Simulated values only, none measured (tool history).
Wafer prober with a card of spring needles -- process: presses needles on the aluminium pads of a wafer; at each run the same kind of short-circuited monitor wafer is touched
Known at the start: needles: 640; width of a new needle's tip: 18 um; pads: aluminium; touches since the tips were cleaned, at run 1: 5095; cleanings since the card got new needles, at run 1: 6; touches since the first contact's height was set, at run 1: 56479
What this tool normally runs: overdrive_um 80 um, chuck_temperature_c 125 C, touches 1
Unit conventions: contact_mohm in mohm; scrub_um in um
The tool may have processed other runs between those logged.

| run | hour | overdrive_um | chuck_temperature_c | touches | touches since the tips were cleaned | cleanings since the card got new needles | touches since the first contact's height was set | contact_mohm | scrub_um |
|---|---|---|---|---|---|---|---|---|---|
| 1 | 0 | 80 | 125 | 1 | 5095 | 6 | 56479 | 266 | 13.85 |
|  | 7.5 | tips cleaned on abrasive film |
| 2 | 23.4 | 80 | 125 | 2 | 5841 | 7 | 65012 | 234 | 13.81 |
|  | 29.4 | tips cleaned on abrasive film |
|  | 40.5 | height of the first contact set anew |
|  | 50.5 | tips cleaned on abrasive film |
| 3 | 50.6 | 80 | 125 | 2 | 48 | 9 | 3682 | 189 | 13.97 |
|  | 71.2 | tips cleaned on abrasive film |
| 4 | 77.5 | 80 | 125 | 2 | 2291 | 10 | 13453 | 219 | 13.94 |
|  | 92.5 | tips cleaned on abrasive film |
| 5 | 94.8 | 70 | 125 | 2 | 848 | 11 | 19776 | 201 | 12.16 |
|  | 114 | tips cleaned on abrasive film |
| 6 | 114 | 70 | 125 | 2 | 0 | 12 | 26752 | 190 | 12.11 |
|  | 134.7 | tips cleaned on abrasive film |
| 7 | 136.5 | 70 | 125 | 2 | 651 | 13 | 34938 | 206 | 12.12 |
|  | 156.7 | tips cleaned on abrasive film |
| 8 | 159.3 | 77 | 125 | 1 | 963 | 14 | 43259 | 218 | 13.36 |
| 9 | 173.8 | 77 | 125 | 1 | 6251 | 14 | 48547 | 278 | 13.3 |
|  | 177.6 | tips cleaned on abrasive film |
| 10 | 188.1 | 77 | 125 | 1 | 3859 | 15 | 53745 | 265 | 13.33 |
|  | 198.3 | tips cleaned on abrasive film |
| 11 | 211.6 | 77 | 125 | 1 | 4846 | 16 | 62300 | 269 | 13.28 |
|  | 220.2 | tips cleaned on abrasive film |
| 12 | 234.1 | 80 | 125 | 1 | 5098 | 17 | 70491 | 267 | 13.79 |
|  | 236.1 | height of the first contact set anew |
|  | 242.7 | tips cleaned on abrasive film |
| 13 | 251.7 | 80 | 125 | 1 | 3316 | 18 | 5682 | 257 | 13.98 |
|  | 265.1 | tips cleaned on abrasive film |
| 14 | 269.6 | 80 | 125 | 1 | 1623 | 19 | 12173 | 235 | 13.88 |
|  | 287.2 | tips cleaned on abrasive film |
| 15 | 288.1 | 87 | 125 | 1 | 348 | 20 | 18911 | 194 | 15.15 |
|  | 308.8 | tips cleaned on abrasive film |
| 16 | 310.9 | 93 | 125 | 1 | 794 | 21 | 27232 | 202 | 16.19 |
|  | 329.8 | tips cleaned on abrasive film |
| 17 | 338.8 | 62 | 86 | 1 | 3275 | 22 | 37374 | 303 | 10.71 |
|  | 352.1 | tips cleaned on abrasive film |
| 18 | 359.4 | 71 | 125 | 2 | 2644 | 23 | 44869 | 238 | 12.26 |
|  | 374 | tips cleaned on abrasive film |
| 19 | 386.5 | 81 | 35 | 2 | 4553 | 24 | 54747 | 222 | 14.02 |
|  | 395.3 | tips cleaned on abrasive film |
| 20 | 407 | 90 | 77 | 1 | 4283 | 25 | 62216 | 246 | 15.63 |
|  | 416.2 | tips cleaned on abrasive film |
| 21 | 430.9 | 75 | 53 | 2 | 5379 | 26 | 70930 | 243 | 12.91 |

What does the tool deliver on the next run?
|  | 433 | height of the first contact set anew |
|  | 438.8 | tips cleaned on abrasive film |
| 22 | 448.3 | 83 | 56 | 2 | 3457 | 27 | 5571 | ? | ? |

contact_mohm: 221 mohm
scrub_um: 14.47 um
With the hidden condition absent and the run-to-run variation left alone, this run would have shown contact_mohm 168 mohm, scrub_um 14.49 um.
